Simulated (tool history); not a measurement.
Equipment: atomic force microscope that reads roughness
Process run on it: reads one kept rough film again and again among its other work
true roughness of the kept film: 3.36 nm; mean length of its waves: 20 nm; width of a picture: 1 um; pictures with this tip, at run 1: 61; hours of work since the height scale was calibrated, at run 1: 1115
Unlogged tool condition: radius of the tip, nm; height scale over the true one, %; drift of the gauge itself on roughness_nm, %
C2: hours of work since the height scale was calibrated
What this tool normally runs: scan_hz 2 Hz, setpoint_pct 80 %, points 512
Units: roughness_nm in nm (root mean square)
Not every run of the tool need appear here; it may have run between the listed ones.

run 1 day=0 | scan_hz=2 setpoint_pct=80 points=512 | pictures_with_this_tip=61 C2=1115 | roughness_nm=2.207
run 2 day=1.508 | scan_hz=0.83 setpoint_pct=80 points=512 | pictures_with_this_tip=125 C2=1138 | roughness_nm=2.092
run 3 day=2.85 | scan_hz=0.83 setpoint_pct=80 points=512 | pictures_with_this_tip=182 C2=1159 | roughness_nm=1.88
-- day=3.733 new tip fitted
run 4 day=4.188 | scan_hz=0.83 setpoint_pct=80 points=512 | pictures_with_this_tip=19 C2=1179 | roughness_nm=2.577
run 5 day=5.204 | scan_hz=0.83 setpoint_pct=80 points=512 | pictures_with_this_tip=63 C2=1194 | roughness_nm=2.335
-- day=6.588 height scale calibrated on a step standard
run 6 day=7.079 | scan_hz=0.83 setpoint_pct=80 points=512 | pictures_with_this_tip=141 C2=8 | roughness_nm=1.97
run 7 day=8.067 | scan_hz=0.83 setpoint_pct=80 points=512 | pictures_with_this_tip=183 C2=23 | roughness_nm=1.829
-- day=8.883 new tip fitted
run 8 day=8.883 | scan_hz=0.83 setpoint_pct=80 points=512 | pictures_with_this_tip=0 C2=35 | roughness_nm=2.682
run 9 day=10.533 | scan_hz=0.83 setpoint_pct=80 points=512 | pictures_with_this_tip=70 C2=60 | roughness_nm=2.276
run 10 day=11.921 | scan_hz=0.83 setpoint_pct=80 points=512 | pictures_with_this_tip=129 C2=81 | roughness_nm=2.049
run 11 day=13.133 | scan_hz=2 setpoint_pct=73 points=512 | pictures_with_this_tip=181 C2=100 | roughness_nm=1.795
-- day=13.946 new tip fitted
run 12 day=13.962 | scan_hz=2 setpoint_pct=73 points=512 | pictures_with_this_tip=0 C2=112 | roughness_nm=2.596
run 13 day=14.946 | scan_hz=2 setpoint_pct=73 points=512 | pictures_with_this_tip=42 C2=127 | roughness_nm=2.307
run 14 day=16.654 | scan_hz=2.28 setpoint_pct=65 points=329 | pictures_with_this_tip=115 C2=153 | roughness_nm=1.971
run 15 day=17.567 | scan_hz=3.76 setpoint_pct=80 points=348 | pictures_with_this_tip=154 C2=167 | roughness_nm=1.534
-- day=18.988 new tip fitted
run 16 day=19.275 | scan_hz=3.76 setpoint_pct=80 points=612 | pictures_with_this_tip=12 C2=193 | roughness_nm=2.147
run 17 day=20.308 | scan_hz=3.76 setpoint_pct=80 points=612 | pictures_with_this_tip=56 C2=208 | roughness_nm=1.933
run 18 day=21.571 | scan_hz=1.18 setpoint_pct=55 points=971 | pictures_with_this_tip=110 C2=228 | roughness_nm=2.231
run 19 day=23.075 | scan_hz=0.57 setpoint_pct=58 points=512 | pictures_with_this_tip=174 C2=251 | roughness_nm=1.987
run 20 day=23.925 | scan_hz=0.57 setpoint_pct=58 points=512 | pictures_with_this_tip=210 C2=264 | roughness_nm=1.859
-- day=24.096 new tip fitted
run 21 day=24.804 | scan_hz=2 setpoint_pct=55 points=512 | pictures_with_this_tip=31 C2=277 | roughness_nm=2.577
run 22 day=25.583 | scan_hz=0.98 setpoint_pct=71 points=750 | pictures_with_this_tip=64 C2=289 | roughness_nm=2.341
run 23 day=27.262 | scan_hz=0.98 setpoint_pct=71 points=750 | pictures_with_this_tip=135 C2=314 | roughness_nm=2.03
run 24 day=28.358 | scan_hz=0.98 setpoint_pct=71 points=750 | pictures_with_this_tip=182 C2=331 | roughness_nm=1.879
-- day=29.254 new tip fitted
run 25 day=30.062 | scan_hz=1.53 setpoint_pct=59 points=512 | pictures_with_this_tip=35 C2=357 | roughness_nm=2.495

Describe how what the log doesn't record of the tool's condition differs between the last listed run preceding each entry between runs and the first listed run following it.
Logged between run 3 and run 4: new tip fitted (day 3.733)
  radius of the tip, nm: 20.5 -> 6.8; height scale over the true one, %: 1.31 -> 1.34
  measured less the result without the state, roughness_nm: -0.792 -> -0.095 nm (root mean square)
Logged between run 5 and run 6: height scale calibrated on a step standard (day 6.588)
  radius of the tip, nm: 10.6 -> 17.2; height scale over the true one, %: 1.35 -> -0.02
  measured less the result without the state, roughness_nm: -0.335 -> -0.688 nm (root mean square)
Logged between run 7 and run 8: new tip fitted (day 8.883)
  radius of the tip, nm: 20.9 -> 5.1; height scale over the true one, %: -0.01 -> 0.01
  measured less the result without the state, roughness_nm: -0.834 -> -0.01 nm (root mean square)
Logged between run 11 and run 12: new tip fitted (day 13.946)
  radius of the tip, nm: 20.6 -> 5.1; height scale over the true one, %: 0.08 -> 0.09
  measured less the result without the state, roughness_nm: -0.793 -> -0.001 nm (root mean square)
Logged between run 15 and run 16: new tip fitted (day 18.988)
  radius of the tip, nm: 19.7 -> 6.2; height scale over the true one, %: 0.16 -> 0.19
  measured less the result without the state, roughness_nm: -0.641 -> -0.068 nm (root mean square)
Logged between run 20 and run 21: new tip fitted (day 24.096)
  radius of the tip, nm: 23.1 -> 7.6; height scale over the true one, %: 0.27 -> 0.29
  measured less the result without the state, roughness_nm: -0.952 -> -0.185 nm (root mean square)
Logged between run 24 and run 25: new tip fitted (day 29.254)
  radius of the tip, nm: 21.4 -> 8.6; height scale over the true one, %: 0.35 -> 0.38
  measured less the result without the state, roughness_nm: -0.867 -> -0.242 nm (root mean square)
